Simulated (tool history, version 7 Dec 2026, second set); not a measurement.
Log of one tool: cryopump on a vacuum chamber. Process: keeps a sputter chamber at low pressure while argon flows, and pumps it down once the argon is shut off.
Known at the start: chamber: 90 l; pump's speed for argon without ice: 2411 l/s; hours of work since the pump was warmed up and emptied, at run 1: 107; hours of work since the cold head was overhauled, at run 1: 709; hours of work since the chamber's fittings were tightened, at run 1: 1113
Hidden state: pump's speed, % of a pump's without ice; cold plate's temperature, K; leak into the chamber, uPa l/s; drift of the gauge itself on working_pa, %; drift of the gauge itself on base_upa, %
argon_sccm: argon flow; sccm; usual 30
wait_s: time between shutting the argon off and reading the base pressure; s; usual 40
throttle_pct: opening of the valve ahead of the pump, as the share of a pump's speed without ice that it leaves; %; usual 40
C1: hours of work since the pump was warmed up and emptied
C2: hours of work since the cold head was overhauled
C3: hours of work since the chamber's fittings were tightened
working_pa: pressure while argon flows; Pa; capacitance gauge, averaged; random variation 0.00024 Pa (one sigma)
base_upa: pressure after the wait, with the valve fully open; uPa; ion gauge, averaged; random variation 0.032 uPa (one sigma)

{"run": 1, "hour": 0.0, "argon_sccm": 30, "wait_s": 40, "throttle_pct": 40, "C1": 107, "C2": 709, "C3": 1113, "working_pa": 0.0535, "base_upa": 2.36}
{"run": 2, "hour": 20.4, "argon_sccm": 30, "wait_s": 40, "throttle_pct": 40, "C1": 124, "C2": 727, "C3": 1130, "working_pa": 0.0533, "base_upa": 2.33}
{"run": 3, "hour": 51.7, "argon_sccm": 30, "wait_s": 40, "throttle_pct": 40, "C1": 151, "C2": 754, "C3": 1157, "working_pa": 0.0534, "base_upa": 2.34}
{"run": 4, "hour": 77.8, "argon_sccm": 30, "wait_s": 40, "throttle_pct": 40, "C1": 174, "C2": 776, "C3": 1180, "working_pa": 0.0534, "base_upa": 2.46}
{"run": 5, "hour": 101.5, "argon_sccm": 30, "wait_s": 40, "throttle_pct": 40, "C1": 194, "C2": 797, "C3": 1200, "working_pa": 0.0536, "base_upa": 2.44}
{"run": 6, "hour": 122.0, "argon_sccm": 30, "wait_s": 40, "throttle_pct": 39, "C1": 212, "C2": 814, "C3": 1218, "working_pa": 0.0547, "base_upa": 2.45}
{"run": 7, "hour": 143.8, "argon_sccm": 30, "wait_s": 40, "throttle_pct": 39, "C1": 231, "C2": 833, "C3": 1237, "working_pa": 0.0554, "base_upa": 2.41}
{"run": 8, "hour": 170.7, "argon_sccm": 30, "wait_s": 40, "throttle_pct": 39, "C1": 254, "C2": 856, "C3": 1260, "working_pa": 0.056, "base_upa": 2.41}
{"run": 9, "hour": 211.6, "argon_sccm": 30, "wait_s": 40, "throttle_pct": 21, "C1": 289, "C2": 892, "C3": 1296, "working_pa": 0.1021, "base_upa": 2.47}
{"run": 10, "hour": 237.3, "argon_sccm": 30, "wait_s": 40, "throttle_pct": 21, "C1": 312, "C2": 914, "C3": 1318, "working_pa": 0.1024, "base_upa": 2.52}
{"run": 11, "hour": 274.6, "argon_sccm": 30, "wait_s": 40, "throttle_pct": 21, "C1": 344, "C2": 946, "C3": 1350, "working_pa": 0.1023, "base_upa": 2.59}
{"run": 12, "hour": 318.8, "argon_sccm": 20, "wait_s": 40, "throttle_pct": 21, "C1": 382, "C2": 984, "C3": 1388, "working_pa": 0.0685, "base_upa": 2.51}
{"run": 13, "hour": 342.8, "argon_sccm": 20, "wait_s": 40, "throttle_pct": 21, "C1": 403, "C2": 1005, "C3": 1409, "working_pa": 0.0684, "base_upa": 2.54}
{"run": 14, "hour": 382.2, "argon_sccm": 30, "wait_s": 40, "throttle_pct": 40, "C1": 437, "C2": 1039, "C3": 1443, "working_pa": 0.0553, "base_upa": 2.67}
{"run": 15, "hour": 407.7, "argon_sccm": 30, "wait_s": 40, "throttle_pct": 40, "C1": 459, "C2": 1061, "C3": 1465, "working_pa": 0.0558, "base_upa": 2.62}
{"run": 16, "hour": 445.4, "argon_sccm": 30, "wait_s": 40, "throttle_pct": 40, "C1": 491, "C2": 1094, "C3": 1498, "working_pa": 0.0558, "base_upa": 2.65}
{"run": 17, "hour": 467.7, "argon_sccm": 17, "wait_s": 40, "throttle_pct": 36, "C1": 511, "C2": 1113, "C3": 1517, "working_pa": 0.0348, "base_upa": 2.62}

The next listed run, before its measurement:
{"run": 18, "hour": 489.8, "argon_sccm": 17, "wait_s": 40, "throttle_pct": 36, "C1": 530, "C2": 1132, "C3": 1536, "working_pa": "?", "base_upa": "?"}

{"run 18": {"working_pa": 0.0349, "base_upa": 2.65}}
Without the tool's hidden state the same run would have given working_pa 0.0330 Pa, base_upa 1.61 uPa.
